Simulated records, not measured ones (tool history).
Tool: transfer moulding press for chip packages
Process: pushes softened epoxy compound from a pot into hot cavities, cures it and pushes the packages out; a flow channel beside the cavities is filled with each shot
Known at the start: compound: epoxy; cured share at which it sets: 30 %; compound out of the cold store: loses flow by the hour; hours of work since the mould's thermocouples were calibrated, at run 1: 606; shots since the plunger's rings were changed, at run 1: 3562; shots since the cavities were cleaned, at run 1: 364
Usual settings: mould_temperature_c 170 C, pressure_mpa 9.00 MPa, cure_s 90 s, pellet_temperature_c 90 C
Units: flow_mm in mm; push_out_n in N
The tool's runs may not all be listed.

run	hour	mould_temperature_c	pressure_mpa	cure_s	pellet_temperature_c	hours of work since the mould's thermocouples were calibrated	shots since the plunger's rings were changed	shots since the cavities were cleaned	incoming compound's hours out of the cold store	flow_mm	push_out_n
1	0.0	170	9.00	90	90	606	3562	364	44.8	712	635
# hour 17.5: cavities cleaned with cleaning compound and waxed
# hour 63.1: cavities cleaned with cleaning compound and waxed
2	69.1	170	9.00	90	90	656	4556	89	33.8	756	499
# hour 98.2: plunger's sealing rings changed
# hour 109.0: cavities cleaned with cleaning compound and waxed
3	112.8	170	9.00	93	90	687	197	57	23.0	837	485
# hour 154.3: cavities cleaned with cleaning compound and waxed
# hour 195.3: cavities cleaned with cleaning compound and waxed
4	204.0	170	9.00	93	90	754	1522	131	20.7	841	516
# hour 239.7: cavities cleaned with cleaning compound and waxed
5	262.9	170	9.00	93	90	798	2385	347	33.4	768	601
# hour 281.6: cavities cleaned with cleaning compound and waxed
# hour 289.6: mould's thermocouples calibrated
# hour 325.3: cavities cleaned with cleaning compound and waxed
6	329.6	170	9.00	90	98	29	3313	65	46.1	700	436
# hour 371.0: cavities cleaned with cleaning compound and waxed
# hour 410.1: cavities cleaned with cleaning compound and waxed
7	426.8	170	9.00	90	90	102	4729	251	33.9	751	550
# hour 438.0: plunger's sealing rings changed
# hour 453.2: cavities cleaned with cleaning compound and waxed
# hour 492.2: cavities cleaned with cleaning compound and waxed
8	492.2	170	7.26	90	90	147	770	0	15.2	788	454
# hour 530.8: cavities cleaned with cleaning compound and waxed
9	555.6	170	7.26	90	90	195	1700	372	11.8	795	652
# hour 574.6: cavities cleaned with cleaning compound and waxed
# hour 618.3: cavities cleaned with cleaning compound and waxed
10	642.1	170	7.26	90	90	259	2956	358	27.3	715	639
# hour 660.6: cavities cleaned with cleaning compound and waxed
# hour 699.3: cavities cleaned with cleaning compound and waxed
11	716.0	170	7.26	90	90	313	4022	251	21.6	731	593
# hour 743.4: cavities cleaned with cleaning compound and waxed
# hour 778.3: plunger's sealing rings changed
# hour 785.0: cavities cleaned with cleaning compound and waxed
12	802.9	170	7.26	90	90	375	347	269	29.4	718	591
# hour 824.2: cavities cleaned with cleaning compound and waxed
# hour 870.1: cavities cleaned with cleaning compound and waxed
13	878.7	170	7.26	90	90	431	1442	130	39.7	670	537
# hour 909.9: cavities cleaned with cleaning compound and waxed
14	944.3	163	7.26	90	90	480	2405	517	37.5	696	1106
# hour 951.1: cavities cleaned with cleaning compound and waxed
# hour 993.8: cavities cleaned with cleaning compound and waxed
15	1005.4	163	7.26	90	90	525	3279	174	20.6	766	921
# hour 1033.6: cavities cleaned with cleaning compound and waxed
16	1058.2	170	7.63	98	97	564	4050	370	35.3	691	547
# hour 1076.3: cavities cleaned with cleaning compound and waxed
# hour 1120.0: plunger's sealing rings changed
# hour 1121.5: cavities cleaned with cleaning compound and waxed
17	1131.3	163	7.63	98	80	615	147	147	24.1	791	766
# hour 1162.2: cavities cleaned with cleaning compound and waxed
18	1193.8	166	7.63	77	95	662	1064	475	17.5	804	1316
# hour 1201.5: cavities cleaned with cleaning compound and waxed
# hour 1247.2: cavities cleaned with cleaning compound and waxed
19	1267.3	170	10.95	90	91	716	2125	302	14.5	960	657
# hour 1292.6: cavities cleaned with cleaning compound and waxed
# hour 1335.5: cavities cleaned with cleaning compound and waxed
20	1357.1	171	8.29	103	82	783	3430	326	14.3	823	499
# hour 1374.7: cavities cleaned with cleaning compound and waxed
# hour 1403.6: mould's thermocouples calibrated
# hour 1421.7: cavities cleaned with cleaning compound and waxed
21	1425.1	169	8.86	114	92	15	4376	51	27.2	780	348
# hour 1460.0: plunger's sealing rings changed
# hour 1465.9: cavities cleaned with cleaning compound and waxed
22	1490.9	170	9.00	93	90	63	442	377	43.7	730	557
# hour 1507.2: cavities cleaned with cleaning compound and waxed
# hour 1546.4: cavities cleaned with cleaning compound and waxed
23	1569.8	174	6.92	93	90	121	1582	352	28.1	687	496

Forecast each of these 5 alternatives for the next run:
# hour 1590.5: cavities cleaned with cleaning compound and waxed
# hour 1633.4: cavities cleaned with cleaning compound and waxed
A	1633.6	171	9.00	100	87	167	2496	2	34.0	?	?
# hour 1590.5: cavities cleaned with cleaning compound and waxed
# hour 1633.4: cavities cleaned with cleaning compound and waxed
B	1633.6	170	9.00	79	90	167	2496	2	45.3	?	?
# hour 1590.5: cavities cleaned with cleaning compound and waxed
# hour 1633.4: cavities cleaned with cleaning compound and waxed
C	1633.6	170	9.00	91	90	167	2496	2	46.0	?	?
# hour 1590.5: cavities cleaned with cleaning compound and waxed
# hour 1633.4: cavities cleaned with cleaning compound and waxed
D	1633.6	174	10.67	93	83	167	2496	2	37.4	?	?
# hour 1590.5: cavities cleaned with cleaning compound and waxed
# hour 1633.4: cavities cleaned with cleaning compound and waxed
E	1633.6	162	9.00	90	90	167	2496	2	46.9	?	?

run	flow_mm	push_out_n
A	759	335
B	712	542
C	707	406
D	804	359
E	725	644
Without the tool's hidden state the same runs would have given:
run	flow_mm	push_out_n
A	777	332
B	729	536
C	724	402
D	823	357
E	743	637
